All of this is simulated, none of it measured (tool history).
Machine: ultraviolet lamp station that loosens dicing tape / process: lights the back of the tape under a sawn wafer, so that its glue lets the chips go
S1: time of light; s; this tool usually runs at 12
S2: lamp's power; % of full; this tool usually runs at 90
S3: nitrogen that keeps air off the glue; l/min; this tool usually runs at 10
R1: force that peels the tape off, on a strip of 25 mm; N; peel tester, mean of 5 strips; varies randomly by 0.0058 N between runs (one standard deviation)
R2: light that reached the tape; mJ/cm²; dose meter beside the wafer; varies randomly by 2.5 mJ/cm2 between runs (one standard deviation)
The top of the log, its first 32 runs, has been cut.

At hour 1044.9: window cleaned of glue's vapour.
Run 33, hour 1080: usual settings but S1 9 s. Result: R1 0.519 N, R2 180 mJ/cm².
Run 34, hour 1109.4: usual settings but S1 6 s, S3 4 l/min. Result: R1 2.042 N, R2 115 mJ/cm².
Run 35, hour 1136.3: usual settings but S1 6 s, S3 4 l/min. Result: R1 2.237 N, R2 115 mJ/cm².
Run 36, hour 1167: usual settings but S1 6 s, S3 4 l/min. Result: R1 2.227 N, R2 112 mJ/cm².
Run 37, hour 1199.9: usual settings but S1 6 s, S2 62 % of full, S3 3 l/min. Result: R1 3.745 N, R2 76 mJ/cm².
Run 38, hour 1234.6: usual settings but S1 6 s. Result: R1 1.444 N, R2 105 mJ/cm².
Run 39, hour 1260.8: usual settings but S1 10 s, S2 95 % of full. Result: R1 0.505 N, R2 181 mJ/cm².
Run 40, hour 1303.2: usual settings but S3 9 l/min. Result: R1 0.4 N, R2 204 mJ/cm².
Run 41, hour 1336.5: usual settings but S1 7 s, S2 79 % of full, S3 5 l/min. Result: R1 2.248 N, R2 104 mJ/cm².
Run 42, hour 1372.1: usual settings but S1 7 s, S2 79 % of full, S3 5 l/min. Result: R1 2.393 N, R2 99 mJ/cm².
Run 43, hour 1398.1: usual settings but S1 23 s, S2 77 % of full, S3 7 l/min. Result: R1 0.191 N, R2 307 mJ/cm².
At hour 1409.9: lamp changed.
At hour 1414.5: window cleaned of glue's vapour.
Run 44, hour 1419.7: usual settings but S3 14 l/min. Result: R1 0.124 N, R2 300 mJ/cm².

3 ways to go on from here, each from the tool as it stands after run 44. What would each give?
Run A, hour 1443.7: usual settings but S1 11 s, S2 68 % of full, S3 12 l/min. Result: R1 ?, R2 ?.
Run B, hour 1443.7: usual settings but S1 8 s, S3 4 l/min. Result: R1 ?, R2 ?.
Run C, hour 1443.7: usual settings but S1 21 s, S2 75 % of full. Result: R1 ?, R2 ?.

run     R1   R2
  A  0.315  209
  B  0.855  194
  C   0.11  432
With the hidden condition removed and each run's random variation left untouched, the same runs would have given:
run     R1   R2
  A  0.292  215
  B  0.801  200
  C  0.108  446

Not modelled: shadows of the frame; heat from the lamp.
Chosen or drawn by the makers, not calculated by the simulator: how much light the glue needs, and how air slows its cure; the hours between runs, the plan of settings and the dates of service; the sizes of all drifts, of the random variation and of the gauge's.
